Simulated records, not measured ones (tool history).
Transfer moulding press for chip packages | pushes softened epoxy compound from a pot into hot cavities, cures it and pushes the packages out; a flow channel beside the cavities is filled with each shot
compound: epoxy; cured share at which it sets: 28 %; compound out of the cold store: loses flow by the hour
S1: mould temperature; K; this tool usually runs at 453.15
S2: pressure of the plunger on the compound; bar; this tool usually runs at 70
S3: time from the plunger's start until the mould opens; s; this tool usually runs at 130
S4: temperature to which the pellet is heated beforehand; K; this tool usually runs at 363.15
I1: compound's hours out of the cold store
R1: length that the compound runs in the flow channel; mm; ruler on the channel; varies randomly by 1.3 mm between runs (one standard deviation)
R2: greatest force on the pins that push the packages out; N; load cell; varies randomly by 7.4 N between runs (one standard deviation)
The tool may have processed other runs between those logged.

| run | hour | S1 | S2 | S3 | S4 | I1 | R1 | R2 |
|---|---|---|---|---|---|---|---|---|
| 1 | 0 | 453.15 | 70 | 130 | 363.15 | 37.2 | 475 | 371 |
| 2 | 39 | 453.15 | 70 | 152 | 363.15 | 44.3 | 453 | 493 |
| 3 | 76.4 | 453.15 | 70 | 152 | 366.15 | 36.2 | 474 | 560 |
|  | 81.5 | cavities cleaned with cleaning compound and waxed |
|  | 97.3 | plunger's sealing rings changed |
| 4 | 107.8 | 453.15 | 70 | 152 | 366.15 | 14.6 | 556 | 656 |
| 5 | 147.6 | 453.15 | 70 | 130 | 353.15 | 13.4 | 559 | 644 |
|  | 170.6 | cavities cleaned with cleaning compound and waxed |
| 6 | 184.9 | 453.15 | 70 | 130 | 353.15 | 15.5 | 550 | 443 |
|  | 210.6 | cavities cleaned with cleaning compound and waxed, once more |
| 7 | 228 | 453.15 | 70 | 130 | 353.15 | 39.7 | 472 | 429 |
| 8 | 246.5 | 453.15 | 70 | 130 | 363.15 | 39.6 | 470 | 488 |
| 9 | 277.9 | 453.15 | 70 | 130 | 363.15 | 41.2 | 465 | 571 |
|  | 294.1 | cavities cleaned with cleaning compound and waxed |
| 10 | 297.4 | 453.15 | 70 | 156 | 363.15 | 41.1 | 466 | 312 |
| 11 | 323.9 | 453.15 | 70 | 156 | 363.15 | 19.3 | 528 | 451 |
| 12 | 347.3 | 453.15 | 70 | 156 | 363.15 | 27.8 | 502 | 503 |
|  | 366.2 | plunger's sealing rings changed |
|  | 380.4 | mould's thermocouples calibrated |
|  | 384.7 | cavities cleaned with cleaning compound and waxed |
| 13 | 393.9 | 453.15 | 70 | 156 | 363.15 | 40.9 | 472 | 341 |
| 14 | 434.3 | 453.15 | 70 | 130 | 363.15 | 14.7 | 550 | 542 |
| 15 | 451.9 | 453.15 | 70 | 130 | 363.15 | 12.6 | 554 | 572 |
|  | 469.4 | cavities cleaned with cleaning compound and waxed |
| 16 | 484.3 | 453.15 | 70 | 130 | 363.15 | 32.4 | 492 | 396 |
| 17 | 508.2 | 453.15 | 70 | 130 | 363.15 | 14.9 | 547 | 523 |
| 18 | 534.1 | 453.15 | 70 | 130 | 363.15 | 43.1 | 459 | 547 |
|  | 553.8 | cavities cleaned with cleaning compound and waxed |
| 19 | 571.2 | 453.15 | 70 | 122 | 357.15 | 32.8 | 487 | 455 |
| 20 | 596.7 | 453.15 | 70 | 122 | 357.15 | 17.9 | 530 | 567 |
| 21 | 624.4 | 453.15 | 66.9 | 130 | 363.15 | 38.9 | 455 | 569 |
|  | 638.9 | plunger's sealing rings changed |
|  | 640.4 | cavities cleaned with cleaning compound and waxed |
| 22 | 666.3 | 453.15 | 66.9 | 130 | 363.15 | 22.4 | 516 | 478 |
| 23 | 688.4 | 453.15 | 66.9 | 130 | 363.15 | 28.2 | 495 | 533 |
| 24 | 706.7 | 453.15 | 63 | 124 | 360.15 | 35.6 | 461 | 575 |
|  | 726 | cavities cleaned with cleaning compound and waxed |
| 25 | 749.3 | 453.15 | 63 | 124 | 360.15 | 36.6 | 455 | 484 |
| 26 | 771.7 | 453.15 | 66.2 | 124 | 359.15 | 41.3 | 453 | 533 |
| 27 | 795.9 | 453.15 | 66.2 | 124 | 359.15 | 46.7 | 437 | 587 |

Below are 3 alternative next runs, each starting from the tool's condition after run 27. Predict each:
|  | 810.8 | cavities cleaned with cleaning compound and waxed |
| A | 826.8 | 458.15 | 62.4 | 130 | 363.15 | 42.8 | ? | ? |
|  | 810.8 | cavities cleaned with cleaning compound and waxed |
| B | 826.8 | 453.15 | 70 | 117 | 363.15 | 12.3 | ? | ? |
|  | 810.8 | cavities cleaned with cleaning compound and waxed |
| C | 826.8 | 453.15 | 68 | 130 | 363.15 | 31.3 | ? | ? |

| run | R1 | R2 |
|---|---|---|
| A | 424 | 404 |
| B | 552 | 487 |
| C | 485 | 425 |
With no hidden state in the tool, these same runs would have given:
| run | R1 | R2 |
|---|---|---|
| A | 432 | 301 |
| B | 562 | 361 |
| C | 494 | 316 |
